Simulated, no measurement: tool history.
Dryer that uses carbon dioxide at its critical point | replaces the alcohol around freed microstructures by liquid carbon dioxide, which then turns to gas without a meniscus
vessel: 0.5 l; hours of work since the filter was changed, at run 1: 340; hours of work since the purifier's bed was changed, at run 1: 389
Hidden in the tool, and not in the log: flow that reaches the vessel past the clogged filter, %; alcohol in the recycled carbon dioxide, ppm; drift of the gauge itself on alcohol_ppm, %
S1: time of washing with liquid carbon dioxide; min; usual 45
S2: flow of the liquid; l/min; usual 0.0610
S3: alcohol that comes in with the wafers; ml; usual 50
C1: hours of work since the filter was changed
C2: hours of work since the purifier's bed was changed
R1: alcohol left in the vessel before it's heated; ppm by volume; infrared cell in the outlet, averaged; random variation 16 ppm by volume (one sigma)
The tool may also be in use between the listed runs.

run 1 hour=0.0 | S1=45 S2=0.0610 S3=50 | C1=340 C2=389 | R1=1323
run 2 hour=27.8 | S1=37 S2=0.0610 S3=50 | C1=360 C2=409 | R1=2931
run 3 hour=65.6 | S1=37 S2=0.0610 S3=50 | C1=386 C2=435 | R1=2897
run 4 hour=107.1 | S1=45 S2=0.0610 S3=66 | C1=414 C2=463 | R1=1855
run 5 hour=143.7 | S1=45 S2=0.0503 S3=66 | C1=440 C2=489 | R1=3999
run 6 hour=166.8 | S1=45 S2=0.0452 S3=50 | C1=455 C2=505 | R1=4511
run 7 hour=191.1 | S1=45 S2=0.0610 S3=50 | C1=472 C2=521 | R1=1485
run 8 hour=212.7 | S1=45 S2=0.0610 S3=50 | C1=487 C2=536 | R1=1501
run 9 hour=235.1 | S1=45 S2=0.0610 S3=50 | C1=503 C2=552 | R1=1467
run 10 hour=273.4 | S1=45 S2=0.0610 S3=50 | C1=529 C2=578 | R1=1543
run 11 hour=294.4 | S1=45 S2=0.0610 S3=50 | C1=544 C2=593 | R1=1563
run 12 hour=329.9 | S1=45 S2=0.0610 S3=50 | C1=568 C2=617 | R1=1545
run 13 hour=361.6 | S1=45 S2=0.0610 S3=50 | C1=590 C2=639 | R1=1570
-- hour=368.4 inlet filter changed
run 14 hour=403.4 | S1=38 S2=0.0948 S3=93 | C1=24 C2=667 | R1=539
run 15 hour=423.2 | S1=44 S2=0.0595 S3=29 | C1=38 C2=681 | R1=897
run 16 hour=465.2 | S1=45 S2=0.0610 S3=24 | C1=67 C2=710 | R1=647
run 17 hour=497.3 | S1=66 S2=0.0995 S3=33 | C1=89 C2=732 | R1=127
run 18 hour=519.2 | S1=54 S2=0.0580 S3=28 | C1=104 C2=747 | R1=468
run 19 hour=539.7 | S1=54 S2=0.0580 S3=28 | C1=118 C2=761 | R1=457
run 20 hour=568.9 | S1=31 S2=0.0933 S3=36 | C1=138 C2=782 | R1=719
run 21 hour=607.7 | S1=47 S2=0.0610 S3=61 | C1=165 C2=808 | R1=1282
run 22 hour=633.6 | S1=63 S2=0.0610 S3=28 | C1=183 C2=826 | R1=249

3 ways to go on from here, each from the tool as it stands after run 22. What would each give?
run A hour=666.5 | S1=62 S2=0.0525 S3=33 | C1=206 C2=849 | R1=?
run B hour=666.5 | S1=63 S2=0.0421 S3=28 | C1=206 C2=849 | R1=?
run C hour=666.5 | S1=40 S2=0.0610 S3=33 | C1=206 C2=849 | R1=?

run=A R1=494
run=B R1=970
run=C R1=1419
Without the tool's hidden state the same runs would have given:
run=A R1=307
run=B R1=740
run=C R1=1147

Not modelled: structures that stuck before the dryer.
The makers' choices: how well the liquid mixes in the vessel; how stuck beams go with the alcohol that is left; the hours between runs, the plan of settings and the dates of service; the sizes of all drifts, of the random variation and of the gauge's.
